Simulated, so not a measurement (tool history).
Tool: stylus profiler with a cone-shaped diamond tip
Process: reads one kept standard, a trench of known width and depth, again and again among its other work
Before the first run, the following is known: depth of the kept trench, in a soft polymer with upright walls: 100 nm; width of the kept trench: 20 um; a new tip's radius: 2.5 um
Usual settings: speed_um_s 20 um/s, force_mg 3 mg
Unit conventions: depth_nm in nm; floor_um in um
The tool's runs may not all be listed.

Run 1, hour 0: usual settings. Result: depth_nm 101.52 nm, floor_um 18.46 um.
Run 2, hour 25.4: usual settings but force_mg 7.66 mg. Result: depth_nm 102.84 nm, floor_um 18.52 um.
Run 3, hour 65: usual settings but force_mg 7.66 mg. Result: depth_nm 102.86 nm, floor_um 18.53 um.
Run 4, hour 97.6: usual settings but force_mg 7.66 mg. Result: depth_nm 102.88 nm, floor_um 18.53 um.
Run 5, hour 123: usual settings but force_mg 7.66 mg. Result: depth_nm 102.85 nm, floor_um 18.52 um.
Run 6, hour 167.1: usual settings. Result: depth_nm 101.52 nm, floor_um 18.48 um.
Run 7, hour 197.7: usual settings. Result: depth_nm 101.51 nm, floor_um 18.53 um.
Run 8, hour 241.3: usual settings but speed_um_s 9 um/s. Result: depth_nm 101.51 nm, floor_um 18.49 um.
Run 9, hour 264.6: usual settings but speed_um_s 9 um/s. Result: depth_nm 101.53 nm, floor_um 18.51 um.
Run 10, hour 303.4: usual settings but speed_um_s 9 um/s. Result: depth_nm 101.49 nm, floor_um 18.52 um.
Run 11, hour 345.3: usual settings but force_mg 2.3 mg. Result: depth_nm 101.27 nm, floor_um 18.47 um.
Run 12, hour 382.3: usual settings but force_mg 1.06 mg. Result: depth_nm 100.75 nm, floor_um 18.37 um.
Run 13, hour 407.6: usual settings but force_mg 1.06 mg. Result: depth_nm 100.75 nm, floor_um 18.42 um.
Run 14, hour 453.9: usual settings but speed_um_s 6 um/s. Result: depth_nm 101.52 nm, floor_um 18.6 um.
Run 15, hour 486.9: usual settings but force_mg 2.23 mg. Result: depth_nm 101.22 nm, floor_um 18.53 um.
Run 16, hour 535.4: usual settings. Result: depth_nm 101.55 nm, floor_um 18.5 um.
Run 17, hour 584.9: usual settings. Result: depth_nm 101.51 nm, floor_um 18.47 um.
Run 18, hour 632.4: usual settings but force_mg 2 mg. Result: depth_nm 101.16 nm, floor_um 18.45 um.
Run 19, hour 668.3: usual settings but force_mg 2 mg. Result: depth_nm 101.15 nm, floor_um 18.44 um.
Run 20, hour 711.1: usual settings but force_mg 4.82 mg. Result: depth_nm 102.07 nm, floor_um 18.52 um.
Run 21, hour 731.7: usual settings but force_mg 4.82 mg. Result: depth_nm 102.05 nm, floor_um 18.51 um.
Run 22, hour 757: usual settings. Result: depth_nm 101.5 nm, floor_um 18.53 um.
Run 23, hour 792.4: usual settings but force_mg 6.97 mg. Result: depth_nm 102.64 nm, floor_um 18.52 um.
Run 24, hour 815.4: usual settings but speed_um_s 25 um/s, force_mg 4.22 mg. Result: depth_nm 101.91 nm, floor_um 18.51 um.
Run 25, hour 837.8: usual settings but speed_um_s 25 um/s, force_mg 4.22 mg. Result: depth_nm 101.91 nm, floor_um 18.43 um.
Run 26, hour 861.7: usual settings but speed_um_s 7 um/s, force_mg 6.1 mg. Result: depth_nm 102.45 nm, floor_um 18.53 um.
Run 27, hour 906: usual settings but speed_um_s 28 um/s, force_mg 1.59 mg. Result: depth_nm 100.97 nm, floor_um 18.39 um.
Run 28, hour 950.5: usual settings but speed_um_s 28 um/s, force_mg 1.59 mg. Result: depth_nm 100.98 nm, floor_um 18.42 um.
Run 29, hour 981.9: usual settings but speed_um_s 11 um/s, force_mg 1.6 mg. Result: depth_nm 101.03 nm, floor_um 18.52 um.
Run 30, hour 1005.3: usual settings but speed_um_s 35 um/s. Result: depth_nm 101.51 nm, floor_um 18.4 um.
Run 31, hour 1045.5: usual settings but force_mg 2.61 mg. Result: depth_nm 101.38 nm, floor_um 18.5 um.
Run 32, hour 1081.9: usual settings but force_mg 2.61 mg. Result: depth_nm 101.43 nm, floor_um 18.48 um.
Run 33, hour 1108.4: usual settings but force_mg 2.61 mg. Result: depth_nm 101.35 nm, floor_um 18.46 um.
Run 34, hour 1130.2: usual settings but force_mg 2.61 mg. Result: depth_nm 101.39 nm, floor_um 18.48 um.
Run 35, hour 1154.7: usual settings but force_mg 2.61 mg. Result: depth_nm 101.36 nm, floor_um 18.46 um.
Run 36, hour 1190.7: usual settings but force_mg 2.61 mg. Result: depth_nm 101.36 nm, floor_um 18.5 um.
Run 37, hour 1220.9: usual settings but speed_um_s 69 um/s, force_mg 1.19 mg. Result: depth_nm 100.82 nm, floor_um 17.95 um.
Run 38, hour 1267.5: usual settings but speed_um_s 45 um/s, force_mg 4.55 mg. Result: depth_nm 101.99 nm, floor_um 18.44 um.
Run 39, hour 1297.8: usual settings but force_mg 6.09 mg. Result: depth_nm 102.46 nm, floor_um 18.51 um.
Run 40, hour 1348.3: usual settings but speed_um_s 60 um/s, force_mg 2.77 mg. Result: depth_nm 101.45 nm, floor_um 18.19 um.
Run 41, hour 1381: usual settings but speed_um_s 60 um/s, force_mg 2.77 mg. Result: depth_nm 101.43 nm, floor_um 18.23 um.
Run 42, hour 1416: usual settings but speed_um_s 6 um/s, force_mg 5.61 mg. Result: depth_nm 102.31 nm, floor_um 18.57 um.
Run 43, hour 1450.9: usual settings but speed_um_s 21 um/s, force_mg 5.49 mg. Result: depth_nm 102.29 nm, floor_um 18.48 um.
Run 44, hour 1492.2: usual settings but speed_um_s 30 um/s, force_mg 1.66 mg. Result: depth_nm 101 nm, floor_um 18.32 um.
Run 45, hour 1541.3: usual settings but speed_um_s 49 um/s, force_mg 7.77 mg. Result: depth_nm 102.9 nm, floor_um 18.38 um.
Run 46, hour 1585.7: usual settings but speed_um_s 49 um/s, force_mg 7.77 mg. Result: depth_nm 102.89 nm, floor_um 18.38 um.

Between the runs listed above, the log contained 1 entry, not reproduced here. Where in the sequence does each belong, and how does what the log doesn't record of the tool's condition differ from the listed run before to the listed run after?
Logged between run 11 and run 12: height scale calibrated on a step standard (hour 368.5)
  height scale over the true one, %: -0.007 -> -0.001
